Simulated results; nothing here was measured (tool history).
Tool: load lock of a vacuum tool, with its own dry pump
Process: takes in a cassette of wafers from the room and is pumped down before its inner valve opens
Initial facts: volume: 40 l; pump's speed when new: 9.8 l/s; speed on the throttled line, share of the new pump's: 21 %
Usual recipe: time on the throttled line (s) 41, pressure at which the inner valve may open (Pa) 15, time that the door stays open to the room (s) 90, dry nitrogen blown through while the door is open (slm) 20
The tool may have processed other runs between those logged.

| run | day | time on the throttled line (s) | pressure at which the inner valve may open (Pa) | time that the door stays open to the room (s) | dry nitrogen blown through while the door is open (slm) | incoming humidity of the room's air, % | time from the closed door until the inner valve may open (s) | rise of the pressure with all valves shut (Pa/min) |
|---|---|---|---|---|---|---|---|---|
| 1 | 0 | 41 | 15 | 90 | 20 | 45.7 | 68.9 | 0.042 |
| 2 | 3.704 | 41 | 15 | 90 | 20 | 46.1 | 68.7 | 0.042 |
| 3 | 8.492 | 41 | 15 | 90 | 20 | 41.4 | 68 | 0.036 |
| 4 | 12.017 | 41 | 15 | 90 | 20 | 47.3 | 67.7 | 0.039 |
| 5 | 16.721 | 41 | 15 | 31 | 20 | 46.4 | 68 | 0.022 |
| 6 | 20.562 | 41 | 15 | 31 | 20 | 45 | 68.9 | 0.025 |
| 7 | 25.442 | 41 | 15 | 175 | 20 | 45.1 | 68.5 | 0.054 |
| 8 | 29.212 | 41 | 15 | 175 | 20 | 44 | 68 | 0.055 |
| 9 | 33.738 | 41 | 15 | 175 | 20 | 47.1 | 69.6 | 0.057 |
| 10 | 38.996 | 41 | 15 | 90 | 20 | 43.8 | 68.2 | 0.039 |
| 11 | 41.338 | 41 | 15 | 90 | 20 | 44.4 | 68.3 | 0.041 |
| 12 | 46.6 | 41 | 15 | 90 | 20 | 43.3 | 68.4 | 0.042 |
| 13 | 49.525 | 41 | 15 | 90 | 20 | 47.5 | 68.9 | 0.039 |
| 14 | 54.588 | 41 | 15 | 90 | 20 | 40 | 68 | 0.035 |
| 15 | 58.004 | 41 | 15 | 90 | 20 | 47.6 | 68.2 | 0.045 |
| 16 | 63.404 | 41 | 15 | 90 | 20 | 39.1 | 67.9 | 0.032 |
| 17 | 68.254 | 41 | 15 | 90 | 20 | 45.9 | 68.5 | 0.04 |
| 18 | 70.967 | 36 | 15 | 90 | 8 | 46.2 | 64.5 | 0.051 |
| 19 | 74.429 | 41 | 15 | 39 | 20 | 46.8 | 67.6 | 0.026 |
| 20 | 79.879 | 41 | 15 | 39 | 20 | 45.5 | 67.9 | 0.025 |
| 21 | 85.296 | 41 | 15 | 39 | 20 | 48.7 | 69.3 | 0.024 |
| 22 | 90.129 | 41 | 15 | 39 | 20 | 44.6 | 68.1 | 0.022 |
| 23 | 95.65 | 41 | 15 | 39 | 20 | 49.8 | 68.4 | 0.021 |
| 24 | 98.996 | 22 | 15 | 49 | 6 | 44.8 | 54 | 0.033 |
| 25 | 104.296 | 22 | 15 | 49 | 6 | 44 | 52.5 | 0.035 |
| 26 | 108.038 | 49 | 17 | 26 | 6 | 44.4 | 73.7 | 0.025 |
| 27 | 111.267 | 49 | 17 | 26 | 6 | 44.8 | 73.7 | 0.026 |
| 28 | 116.446 | 41 | 15 | 26 | 20 | 43.9 | 69.5 | 0.018 |
| 29 | 121.783 | 41 | 15 | 176 | 29 | 45.7 | 68.2 | 0.046 |
| 30 | 126.462 | 34 | 17 | 92 | 13 | 45.1 | 62.8 | 0.052 |
| 31 | 130.729 | 36 | 17 | 92 | 4 | 42.4 | 64.3 | 0.052 |
| 32 | 133.779 | 36 | 17 | 92 | 4 | 46.8 | 64.2 | 0.062 |
| 33 | 136.958 | 36 | 17 | 92 | 4 | 46.4 | 63.9 | 0.055 |
| 34 | 140.458 | 36 | 17 | 92 | 13 | 44.5 | 63.7 | 0.047 |

Consider 5 possible next runs. They are alternatives, not a sequence: every one starts from the tool as it was left by run 34. What does each give?
| A | 143.738 | 41 | 11 | 90 | 20 | 42.8 | ? | ? |
| B | 143.738 | 36 | 17 | 54 | 13 | 47.9 | ? | ? |
| C | 143.738 | 48 | 17 | 92 | 9 | 46.4 | ? | ? |
| D | 143.738 | 22 | 10 | 36 | 20 | 46.8 | ? | ? |
| E | 143.738 | 41 | 27 | 90 | 20 | 48 | ? | ? |

| run | time from the closed door until the inner valve may open (s) | rise of the pressure with all valves shut (Pa/min) |
|---|---|---|
| A | 69.5 | 0.039 |
| B | 64.1 | 0.04 |
| C | 73.8 | 0.058 |
| D | 55.2 | 0.027 |
| E | 65.8 | 0.04 |
Stripped of hidden state, with their random variation kept, the same runs would have yielded:
| run | time from the closed door until the inner valve may open (s) | rise of the pressure with all valves shut (Pa/min) |
|---|---|---|
| A | 69.5 | 0.039 |
| B | 64.1 | 0.04 |
| C | 73.7 | 0.058 |
| D | 55.2 | 0.027 |
| E | 65.8 | 0.04 |

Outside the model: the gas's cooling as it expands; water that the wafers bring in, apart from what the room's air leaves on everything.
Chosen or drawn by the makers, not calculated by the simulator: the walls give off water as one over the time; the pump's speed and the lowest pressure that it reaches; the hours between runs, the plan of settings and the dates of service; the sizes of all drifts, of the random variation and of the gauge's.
